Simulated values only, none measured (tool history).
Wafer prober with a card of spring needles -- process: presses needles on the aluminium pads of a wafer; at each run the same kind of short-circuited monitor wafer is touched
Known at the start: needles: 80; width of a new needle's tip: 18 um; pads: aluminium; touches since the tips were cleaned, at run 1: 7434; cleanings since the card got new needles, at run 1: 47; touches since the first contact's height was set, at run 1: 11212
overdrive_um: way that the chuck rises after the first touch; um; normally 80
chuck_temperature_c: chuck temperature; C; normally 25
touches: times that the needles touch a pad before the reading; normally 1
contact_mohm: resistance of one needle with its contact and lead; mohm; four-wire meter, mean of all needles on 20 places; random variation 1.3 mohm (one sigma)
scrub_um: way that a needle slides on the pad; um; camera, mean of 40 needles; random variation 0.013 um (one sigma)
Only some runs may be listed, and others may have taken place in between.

run,hour,overdrive_um,chuck_temperature_c,touches,touches since the tips were cleaned,cleanings since the card got new needles,touches since the first contact's height was set,contact_mohm,scrub_um
1,0,80,25,1,7434,47,11212,133,17.01
# hour 2.7: tips cleaned on abrasive film
# hour 28.5: tips cleaned on abrasive film
2,48.5,80,63,1,6641,49,27226,139,16.96
# hour 54.9: tips cleaned on abrasive film
3,71.2,80,25,1,5398,50,34703,135,16.96
# hour 81: tips cleaned on abrasive film
# hour 107.5: tips cleaned on abrasive film
4,107.5,80,25,1,23,52,46664,117,16.91
# hour 132: tips cleaned on abrasive film
# hour 155.1: tips cleaned on abrasive film
5,157.1,80,25,1,678,54,63035,118,16.88
# hour 172.2: height of the first contact set anew
# hour 181.3: tips cleaned on abrasive film
6,196.5,80,25,1,5029,55,8019,132,17.02
# hour 206.2: tips cleaned on abrasive film
# hour 232.3: tips cleaned on abrasive film
7,236.1,80,25,1,1265,57,21081,120,16.97
# hour 256.4: tips cleaned on abrasive film
# hour 272.7: tips cleaned on abrasive film, once more
8,277,80,25,1,1425,59,34564,119,16.95
# hour 295.7: tips cleaned on abrasive film
# hour 320.7: tips cleaned on abrasive film
9,322.4,80,116,1,563,61,49541,130,16.89
# hour 344.5: tips cleaned on abrasive film
10,349.1,80,116,1,1526,62,58331,134,16.91
# hour 370.3: tips cleaned on abrasive film
# hour 379.8: height of the first contact set anew
# hour 393.7: tips cleaned on abrasive film
11,401,80,25,1,2433,64,6979,124,17
# hour 418: tips cleaned on abrasive film
# hour 442.1: tips cleaned on abrasive film
12,449,80,25,1,2274,66,22797,123,16.97
# hour 466.5: tips cleaned on abrasive film
# hour 490.1: tips cleaned on abrasive film
13,502.4,80,25,1,4084,68,40441,129,16.91
# hour 513.1: tips cleaned on abrasive film
# hour 538.8: tips cleaned on abrasive film
14,539.8,80,25,1,340,70,52762,119,16.89
15,561.4,80,25,1,7501,70,59923,136,16.89
# hour 565.7: tips cleaned on abrasive film
# hour 588.7: tips cleaned on abrasive film
# hour 589: height of the first contact set anew
16,596.5,80,25,1,2458,72,2458,124,17.01
# hour 614: tips cleaned on abrasive film
17,627.9,80,25,1,4615,73,12857,132,17.01
# hour 640.7: tips cleaned on abrasive film
# hour 666.4: tips cleaned on abrasive film
18,672.3,98,32,1,1955,75,27499,121,20.81
# hour 691.2: tips cleaned on abrasive film
# hour 715.7: tips cleaned on abrasive film
19,715.7,80,69,1,0,77,41801,119,16.94
# hour 741.6: tips cleaned on abrasive film
20,749.9,80,69,1,2731,78,53077,133,16.92
# hour 767.4: tips cleaned on abrasive film
21,784.2,80,69,1,5578,79,64432,138,16.91
# hour 792.8: tips cleaned on abrasive film
# hour 795.8: height of the first contact set anew
# hour 818: tips cleaned on abrasive film
22,818,82,104,1,0,81,7333,126,17.42
# hour 841.2: tips cleaned on abrasive film
23,848,93,25,2,2260,82,17236,116,19.75
# hour 865.4: tips cleaned on abrasive film
24,886,93,25,1,6823,83,29772,128,19.72
# hour 889.1: tips cleaned on abrasive film
# hour 914.2: tips cleaned on abrasive film
# hour 939.3: tips cleaned on abrasive film
25,939.3,93,25,1,0,86,47338,112,19.69

Branching from run 25: 5 alternative next runs. What would each branch give?
# hour 963.3: tips cleaned on abrasive film
A,973.7,85,25,2,3430,87,58695,?,?
# hour 963.3: tips cleaned on abrasive film
B,973.7,83,77,1,3430,87,58695,?,?
# hour 963.3: tips cleaned on abrasive film
C,973.7,100,27,1,3430,87,58695,?,?
# hour 963.3: tips cleaned on abrasive film
D,973.7,61,25,1,3430,87,58695,?,?
# hour 963.3: tips cleaned on abrasive film
E,973.7,92,42,1,3430,87,58695,?,?

run,contact_mohm,scrub_um
A,121,17.92
B,134,17.51
C,123,21.15
D,141,12.82
E,129,19.42
With the hidden condition removed and each run's random variation left untouched, the same runs would have given:
run,contact_mohm,scrub_um
A,111,18.05
B,118,17.65
C,111,21.29
D,114,12.96
E,115,19.55

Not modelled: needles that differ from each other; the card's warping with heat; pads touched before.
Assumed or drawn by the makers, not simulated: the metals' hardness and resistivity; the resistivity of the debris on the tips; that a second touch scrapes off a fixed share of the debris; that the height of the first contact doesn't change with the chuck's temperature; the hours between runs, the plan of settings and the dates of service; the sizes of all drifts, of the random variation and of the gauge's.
